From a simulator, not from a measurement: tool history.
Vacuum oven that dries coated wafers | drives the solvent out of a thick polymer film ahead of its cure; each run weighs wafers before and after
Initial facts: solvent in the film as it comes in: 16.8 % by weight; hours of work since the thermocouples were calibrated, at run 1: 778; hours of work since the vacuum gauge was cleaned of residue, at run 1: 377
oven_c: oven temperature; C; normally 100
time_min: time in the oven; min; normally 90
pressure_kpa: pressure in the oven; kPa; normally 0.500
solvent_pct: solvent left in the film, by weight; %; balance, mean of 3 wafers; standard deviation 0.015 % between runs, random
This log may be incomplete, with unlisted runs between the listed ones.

run	hour	oven_c	time_min	pressure_kpa	hours of work since the thermocouples were calibrated	hours of work since the vacuum gauge was cleaned of residue	solvent_pct
1	0.0	100	90	0.500	778	377	0.83
2	25.0	100	47	0.500	789	388	2.78
3	39.3	99	47	0.500	796	394	3.00
4	65.9	99	47	0.500	807	405	2.96
5	85.4	99	47	0.500	816	414	2.97
6	106.8	99	47	0.500	825	423	3.00
# hour 110.6: oven's thermocouples calibrated
7	134.5	99	47	0.500	11	435	2.74
8	150.5	99	47	0.500	18	442	2.75
9	168.2	99	47	0.500	25	450	2.78
10	201.4	99	47	0.500	40	464	2.78
11	218.3	99	47	0.500	47	472	2.77
12	250.7	99	47	0.500	62	486	2.76
# hour 266.5: oven's thermocouples calibrated, once more
13	280.7	100	47	0.753	6	498	3.18
14	312.5	100	47	0.753	20	512	3.16
15	337.5	100	47	0.753	31	523	3.15
16	355.8	100	90	1.215	39	531	1.31
17	375.3	111	90	0.424	48	540	0.37
18	398.1	111	90	0.424	58	550	0.35
19	423.7	95	76	0.500	69	561	1.96

Consider 4 possible next runs. They are alternatives, not a sequence: every one starts from the tool as it was left by run 19. What does each give?
A	440.6	115	95	0.500	76	568	?
B	440.6	102	66	1.992	76	568	?
C	440.6	90	75	0.500	76	568	?
D	440.6	85	92	1.197	76	568	?

run	solvent_pct
A	0.23
B	2.15
C	2.80
D	3.33
With the hidden condition removed and each run's random variation left untouched, the same runs would have given:
run	solvent_pct
A	0.19
B	2.16
C	2.80
D	3.32
